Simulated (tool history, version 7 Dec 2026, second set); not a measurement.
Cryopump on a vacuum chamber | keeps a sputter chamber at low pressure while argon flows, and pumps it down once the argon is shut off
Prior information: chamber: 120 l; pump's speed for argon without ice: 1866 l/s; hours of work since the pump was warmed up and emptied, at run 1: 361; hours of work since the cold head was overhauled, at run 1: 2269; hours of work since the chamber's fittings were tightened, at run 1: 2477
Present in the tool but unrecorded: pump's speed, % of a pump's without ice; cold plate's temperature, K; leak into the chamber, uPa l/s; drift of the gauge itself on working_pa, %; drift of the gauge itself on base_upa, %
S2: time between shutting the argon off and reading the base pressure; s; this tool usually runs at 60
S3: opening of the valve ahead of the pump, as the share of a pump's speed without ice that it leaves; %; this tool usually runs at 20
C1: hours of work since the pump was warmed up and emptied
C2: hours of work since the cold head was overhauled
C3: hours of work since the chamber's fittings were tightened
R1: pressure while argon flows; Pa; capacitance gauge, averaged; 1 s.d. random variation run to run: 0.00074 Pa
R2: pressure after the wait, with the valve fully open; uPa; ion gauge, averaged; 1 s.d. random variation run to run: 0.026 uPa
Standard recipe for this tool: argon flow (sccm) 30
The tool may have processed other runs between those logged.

Run 1, day 0: usual settings; C1 361; C2 2269; C3 2477. Result: R1 0.1408 Pa, R2 2.69 uPa.
Run 2, day 2.962: usual settings; C1 420; C2 2328; C3 2536. Result: R1 0.1439 Pa, R2 2.63 uPa.
Run 3, day 6.488: usual settings but S2 81 s; C1 491; C2 2399; C3 2607. Result: R1 0.1443 Pa, R2 2.6 uPa.
Run 4, day 8.725: usual settings; C1 536; C2 2443; C3 2651. Result: R1 0.1454 Pa, R2 2.86 uPa.
Run 5, day 11.458: usual settings but S3 35 %; C1 590; C2 2498; C3 2706. Result: R1 0.0874 Pa, R2 3.04 uPa.
Run 6, day 14.642: usual settings but S3 35 %; C1 654; C2 2562; C3 2770. Result: R1 0.0898 Pa, R2 3.2 uPa.
Run 7, day 17.954: usual settings but S3 35 %; C1 720; C2 2628; C3 2836. Result: R1 0.0911 Pa, R2 3.24 uPa.
Run 8, day 20.179: usual settings but S3 35 %; C1 765; C2 2672; C3 2880. Result: R1 0.0912 Pa, R2 3.41 uPa.
Run 9, day 22.438: usual settings but S2 46 s, S3 35 %; C1 810; C2 2718; C3 2926. Result: R1 0.0925 Pa, R2 3.7 uPa.
At day 24.279: pump warmed up, emptied and cooled again.
Run 10, day 24.279: usual settings; C1 0; C2 2750; C3 2958. Result: R1 0.1375 Pa, R2 2.61 uPa.
Run 11, day 26.633: usual settings; C1 47; C2 2797; C3 3005. Result: R1 0.1389 Pa, R2 2.69 uPa.
Run 12, day 28.246: usual settings but S3 52 %; C1 79; C2 2829; C3 3038. Result: R1 0.0549 Pa, R2 2.68 uPa.
Run 13, day 31.304: usual settings; C1 140; C2 2891; C3 3099. Result: R1 0.1394 Pa, R2 2.8 uPa.
Run 14, day 33.312: usual settings but argon flow (sccm) 19; C1 181; C2 2931; C3 3139. Result: R1 0.0884 Pa, R2 2.79 uPa.
Run 15, day 35.379: usual settings but argon flow (sccm) 19, S2 96 s, S3 19 %; C1 222; C2 2972; C3 3180. Result: R1 0.093 Pa, R2 2.58 uPa.
Run 16, day 37.742: usual settings but argon flow (sccm) 19, S2 96 s, S3 19 %; C1 269; C2 3019; C3 3227. Result: R1 0.0947 Pa, R2 2.58 uPa.
Run 17, day 40.212: usual settings but argon flow (sccm) 12, S2 186 s; C1 319; C2 3069; C3 3277. Result: R1 0.0561 Pa, R2 2.44 uPa.
Run 18, day 42.383: usual settings but argon flow (sccm) 27, S3 18 %; C1 362; C2 3112; C3 3320. Result: R1 0.1427 Pa, R2 3.12 uPa.
At day 45.042: leaking fittings of the chamber tightened, without venting.
Run 19, day 45.721: usual settings but S3 52 %; C1 427; C2 3177; C3 14. Result: R1 0.0591 Pa, R2 1.14 uPa.
Run 20, day 49.342: usual settings but argon flow (sccm) 32, S2 20 s; C1 499; C2 3250; C3 86. Result: R1 0.1546 Pa, R2 3.18 uPa.
Run 21, day 52.867: usual settings but argon flow (sccm) 32, S2 20 s; C1 570; C2 3320; C3 156. Result: R1 0.154 Pa, R2 3.37 uPa.
Run 22, day 54.971: usual settings but S3 31 %; C1 612; C2 3362; C3 199. Result: R1 0.0977 Pa, R2 1.38 uPa.

For run 23, what comes out?
Run 23, day 57.242: usual settings but argon flow (sccm) 42, S2 36 s, S3 36 %; C1 657; C2 3408; C3 244. Result: R1 ?, R2 ?.

R1: 0.1212 Pa
R2: 1.99 uPa
Minus the tool's unlogged condition, the same run would have read R1 0.1052 Pa, R2 1.7 uPa.
